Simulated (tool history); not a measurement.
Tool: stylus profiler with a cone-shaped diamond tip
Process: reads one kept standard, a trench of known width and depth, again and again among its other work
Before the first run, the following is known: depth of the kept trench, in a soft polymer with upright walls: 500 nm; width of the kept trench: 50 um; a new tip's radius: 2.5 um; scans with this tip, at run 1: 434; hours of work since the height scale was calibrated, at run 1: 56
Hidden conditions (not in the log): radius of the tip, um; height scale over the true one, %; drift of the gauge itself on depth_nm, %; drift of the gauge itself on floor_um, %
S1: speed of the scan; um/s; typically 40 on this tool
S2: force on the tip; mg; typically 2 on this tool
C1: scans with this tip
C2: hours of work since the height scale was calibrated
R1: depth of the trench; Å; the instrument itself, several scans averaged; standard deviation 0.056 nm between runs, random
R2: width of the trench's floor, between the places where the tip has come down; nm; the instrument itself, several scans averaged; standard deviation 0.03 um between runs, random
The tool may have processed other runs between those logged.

run,hour,S1,S2,C1,C2,R1,R2
1,0,40,2,434,56,5063.1,46760
2,15.7,40,1.2,514,66,5043.9,46690
3,26.8,14,2,571,73,5062.3,46850
4,36.1,14,2,618,79,5062.1,46860
5,48.9,14,2,684,88,5063.3,46810
6,60.2,14,2,741,95,5063.2,46870
7,67.1,48,1.2,777,99,5043.6,46560
8,82.7,11,1.42,857,110,5050.4,46880
9,91.9,78,1.78,903,116,5056.4,46500
10,106.8,40,1.95,980,125,5061.8,46750
11,118.7,153,2,1041,133,5061.5,46060

For some of the steps in R1 from one run to the next: how much would appear even if the tool had no hidden state, given the settings, what came in and random variation, and how much remains for the hidden state plus any gauge scatter that the measured result and the result without hidden state don't share?
Run 4 -> 5: no setting touched and nothing written in the log between the runs. R1 +1.2 Å: hidden state -0.2, all else +1.4.
Run 6 -> 7: S1 14 -> 48, S2 2 -> 1.2. R1 -19.6 Å: hidden state +0, all else -19.6.

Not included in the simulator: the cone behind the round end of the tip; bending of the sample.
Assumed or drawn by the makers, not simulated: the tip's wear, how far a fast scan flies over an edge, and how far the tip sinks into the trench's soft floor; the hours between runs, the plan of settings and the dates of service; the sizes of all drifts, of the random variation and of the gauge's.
